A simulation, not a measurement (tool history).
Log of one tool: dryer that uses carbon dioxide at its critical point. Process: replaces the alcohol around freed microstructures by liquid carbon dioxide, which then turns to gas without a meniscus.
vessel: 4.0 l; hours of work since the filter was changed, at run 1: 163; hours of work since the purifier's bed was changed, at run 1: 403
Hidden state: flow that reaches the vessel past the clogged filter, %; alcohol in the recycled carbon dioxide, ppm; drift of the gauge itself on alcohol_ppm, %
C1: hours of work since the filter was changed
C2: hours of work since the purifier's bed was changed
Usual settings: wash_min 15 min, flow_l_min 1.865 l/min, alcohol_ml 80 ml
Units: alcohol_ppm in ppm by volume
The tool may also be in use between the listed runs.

run 1 hour=0 | wash_min=15 flow_l_min=1.865 alcohol_ml=80 | C1=163 C2=403 | alcohol_ppm=236
-- hour=21.6 inlet filter changed
run 2 hour=22.3 | wash_min=15 flow_l_min=1.865 alcohol_ml=80 | C1=0 C2=417 | alcohol_ppm=171
run 3 hour=43.1 | wash_min=15 flow_l_min=1.865 alcohol_ml=80 | C1=14 C2=431 | alcohol_ppm=183
run 4 hour=62.9 | wash_min=12 flow_l_min=1.865 alcohol_ml=80 | C1=27 C2=443 | alcohol_ppm=338
run 5 hour=85 | wash_min=15 flow_l_min=1.865 alcohol_ml=80 | C1=41 C2=458 | alcohol_ppm=191
run 6 hour=96.2 | wash_min=18 flow_l_min=1.865 alcohol_ml=80 | C1=49 C2=465 | alcohol_ppm=145
run 7 hour=108.5 | wash_min=15 flow_l_min=1.865 alcohol_ml=80 | C1=57 C2=473 | alcohol_ppm=198
run 8 hour=123.9 | wash_min=15 flow_l_min=1.865 alcohol_ml=80 | C1=67 C2=483 | alcohol_ppm=201
run 9 hour=147.7 | wash_min=15 flow_l_min=1.865 alcohol_ml=80 | C1=82 C2=499 | alcohol_ppm=224
run 10 hour=164.4 | wash_min=12 flow_l_min=1.865 alcohol_ml=38 | C1=93 C2=510 | alcohol_ppm=261
run 11 hour=184.3 | wash_min=13 flow_l_min=1.865 alcohol_ml=93 | C1=106 C2=523 | alcohol_ppm=383
run 12 hour=207.1 | wash_min=15 flow_l_min=1.865 alcohol_ml=52 | C1=121 C2=537 | alcohol_ppm=214
run 13 hour=219.5 | wash_min=13 flow_l_min=2.96 alcohol_ml=52 | C1=129 C2=546 | alcohol_ppm=141
run 14 hour=242.8 | wash_min=15 flow_l_min=1.96 alcohol_ml=24 | C1=144 C2=561 | alcohol_ppm=170
run 15 hour=258.1 | wash_min=16 flow_l_min=1.69 alcohol_ml=109 | C1=154 C2=571 | alcohol_ppm=362
run 16 hour=282.1 | wash_min=15 flow_l_min=2.84 alcohol_ml=80 | C1=170 C2=586 | alcohol_ppm=149
-- hour=292.1 inlet filter changed
run 17 hour=296.2 | wash_min=17 flow_l_min=2.84 alcohol_ml=38 | C1=3 C2=595 | alcohol_ppm=156

Forecast each of these 4 alternatives for the next run:
run A hour=314.9 | wash_min=20 flow_l_min=3.02 alcohol_ml=114 | C1=15 C2=607 | alcohol_ppm=?
run B hour=314.9 | wash_min=17 flow_l_min=1.14 alcohol_ml=38 | C1=15 C2=607 | alcohol_ppm=?
run C hour=314.9 | wash_min=17 flow_l_min=2.77 alcohol_ml=97 | C1=15 C2=607 | alcohol_ppm=?
run D hour=314.9 | wash_min=17 flow_l_min=2.37 alcohol_ml=82 | C1=15 C2=607 | alcohol_ppm=?

run=A alcohol_ppm=157
run=B alcohol_ppm=360
run=C alcohol_ppm=158
run=D alcohol_ppm=155
Without the tool's hidden state the same runs would have given:
run=A alcohol_ppm=3
run=B alcohol_ppm=202
run=C alcohol_ppm=8
run=D alcohol_ppm=3

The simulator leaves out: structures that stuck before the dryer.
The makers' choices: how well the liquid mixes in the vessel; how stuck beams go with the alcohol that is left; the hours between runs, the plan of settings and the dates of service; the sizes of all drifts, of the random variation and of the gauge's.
